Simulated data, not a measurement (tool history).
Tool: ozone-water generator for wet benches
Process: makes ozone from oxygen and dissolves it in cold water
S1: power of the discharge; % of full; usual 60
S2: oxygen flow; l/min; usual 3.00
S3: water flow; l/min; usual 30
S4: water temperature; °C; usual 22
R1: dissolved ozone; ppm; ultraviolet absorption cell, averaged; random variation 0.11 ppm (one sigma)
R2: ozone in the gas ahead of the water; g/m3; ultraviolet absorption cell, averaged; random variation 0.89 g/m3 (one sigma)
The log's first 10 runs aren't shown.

{"run": 11, "day": 24.15, "S1": 60, "S2": 3.0, "S3": 30, "S4": 22, "R1": 8.1, "R2": 138.9}
{"run": 12, "day": 25.962, "S1": 60, "S2": 3.0, "S3": 47, "S4": 22, "R1": 5.1, "R2": 140.6}
{"run": 13, "day": 29.071, "S1": 60, "S2": 3.0, "S3": 47, "S4": 22, "R1": 5.3, "R2": 140.6}
{"run": 14, "day": 31.462, "S1": 60, "S2": 3.0, "S3": 47, "S4": 22, "R1": 5.1, "R2": 139.5}
{"run": 15, "day": 33.483, "S1": 60, "S2": 3.0, "S3": 47, "S4": 22, "R1": 5.2, "R2": 140.0}
{"run": 16, "day": 35.25, "S1": 60, "S2": 3.0, "S3": 47, "S4": 22, "R1": 5.2, "R2": 139.5}
{"run": 17, "day": 37.775, "S1": 60, "S2": 3.0, "S3": 26, "S4": 28, "R1": 8.9, "R2": 139.0}
{"run": 18, "day": 41.092, "S1": 60, "S2": 3.61, "S3": 22, "S4": 30, "R1": 9.6, "R2": 123.3}
{"run": 19, "day": 43.558, "S1": 60, "S2": 3.61, "S3": 22, "S4": 30, "R1": 9.8, "R2": 124.7}
{"run": 20, "day": 45.25, "S1": 60, "S2": 2.57, "S3": 22, "S4": 30, "R1": 9.7, "R2": 155.2}
{"run": 21, "day": 47.512, "S1": 60, "S2": 2.57, "S3": 31, "S4": 25, "R1": 7.6, "R2": 155.5}
{"run": 22, "day": 50.7, "S1": 60, "S2": 3.0, "S3": 31, "S4": 20, "R1": 7.8, "R2": 139.7}
{"run": 23, "day": 53.188, "S1": 60, "S2": 3.0, "S3": 31, "S4": 20, "R1": 7.8, "R2": 138.0}
{"run": 24, "day": 55.958, "S1": 60, "S2": 3.61, "S3": 39, "S4": 20, "R1": 6.4, "R2": 123.8}
{"run": 25, "day": 58.183, "S1": 60, "S2": 3.0, "S3": 34, "S4": 22, "R1": 7.2, "R2": 140.0}
{"run": 26, "day": 60.417, "S1": 76, "S2": 4.27, "S3": 23, "S4": 18, "R1": 12.5, "R2": 128.2}
{"run": 27, "day": 63.004, "S1": 42, "S2": 4.66, "S3": 25, "S4": 22, "R1": 7.5, "R2": 82.5}
{"run": 28, "day": 66.112, "S1": 84, "S2": 3.0, "S3": 20, "S4": 22, "R1": 14.2, "R2": 174.1}
{"run": 29, "day": 67.892, "S1": 55, "S2": 2.59, "S3": 27, "S4": 27, "R1": 8.0, "R2": 143.2}
{"run": 30, "day": 69.962, "S1": 55, "S2": 2.59, "S3": 27, "S4": 27, "R1": 7.6, "R2": 143.2}
{"run": 31, "day": 72.162, "S1": 55, "S2": 2.59, "S3": 27, "S4": 27, "R1": 7.9, "R2": 143.7}
{"run": 32, "day": 75.704, "S1": 55, "S2": 2.59, "S3": 27, "S4": 26, "R1": 8.0, "R2": 143.1}

Forecast each of these 3 alternatives for the next run:
{"run": "A", "day": 77.65, "S1": 76, "S2": 2.2, "S3": 30, "S4": 22, "R1": "?", "R2": "?"}
{"run": "B", "day": 77.65, "S1": 55, "S2": 2.12, "S3": 27, "S4": 26, "R1": "?", "R2": "?"}
{"run": "C", "day": 77.65, "S1": 55, "S2": 2.59, "S3": 27, "S4": 21, "R1": "?", "R2": "?"}

run=A R1=9.0 R2=196.9
run=B R1=7.8 R2=163.5
run=C R1=8.2 R2=142.9
Without the tool's hidden state the same runs would have given:
run=A R1=10.1 R2=212.4
run=B R1=8.6 R2=173.6
run=C R1=9.1 R2=151.8
